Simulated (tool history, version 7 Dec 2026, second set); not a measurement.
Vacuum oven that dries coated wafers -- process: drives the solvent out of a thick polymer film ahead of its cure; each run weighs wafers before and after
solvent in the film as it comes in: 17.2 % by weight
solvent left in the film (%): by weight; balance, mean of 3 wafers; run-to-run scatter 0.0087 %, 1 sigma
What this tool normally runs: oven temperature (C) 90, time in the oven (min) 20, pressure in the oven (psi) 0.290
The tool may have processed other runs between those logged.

| run | day | oven temperature (C) | time in the oven (min) | pressure in the oven (psi) | solvent left in the film (%) |
|---|---|---|---|---|---|
| 1 | 0.000 | 90 | 20 | 0.290 | 1.324 |
| 2 | 1.279 | 77 | 20 | 0.290 | 4.200 |
| 3 | 2.146 | 77 | 20 | 0.290 | 4.192 |
| 4 | 3.400 | 77 | 20 | 0.290 | 4.185 |
| 5 | 4.712 | 77 | 20 | 0.290 | 4.185 |
| 6 | 6.229 | 90 | 20 | 0.152 | 0.942 |
| 7 | 7.096 | 90 | 20 | 0.290 | 1.320 |
| 8 | 8.492 | 90 | 20 | 0.151 | 0.948 |
| 9 | 9.454 | 90 | 20 | 0.151 | 0.943 |
| 10 | 10.917 | 90 | 20 | 0.151 | 0.941 |
| 11 | 11.621 | 103 | 19 | 0.419 | 0.735 |
| 12 | 12.942 | 88 | 12 | 0.290 | 3.163 |
| 13 | 13.775 | 77 | 21 | 0.203 | 3.599 |
| 14 | 14.412 | 88 | 14 | 0.384 | 2.827 |
| 15 | 15.075 | 90 | 15 | 0.365 | 2.126 |
| 16 | 16.088 | 81 | 18 | 0.171 | 3.008 |

Branching from run 16: 3 alternative next runs. What would each branch give?
| A | 17.112 | 81 | 17 | 0.171 | ? |
| B | 17.112 | 102 | 35 | 0.551 | ? |
| C | 17.112 | 81 | 11 | 0.350 | ? |

| run | solvent left in the film (%) |
|---|---|
| A | 3.258 |
| B | 0.979 |
| C | 5.783 |
With no hidden state in the tool, these same runs would have given:
| run | solvent left in the film (%) |
|---|---|
| A | 3.353 |
| B | 0.979 |
| C | 5.901 |
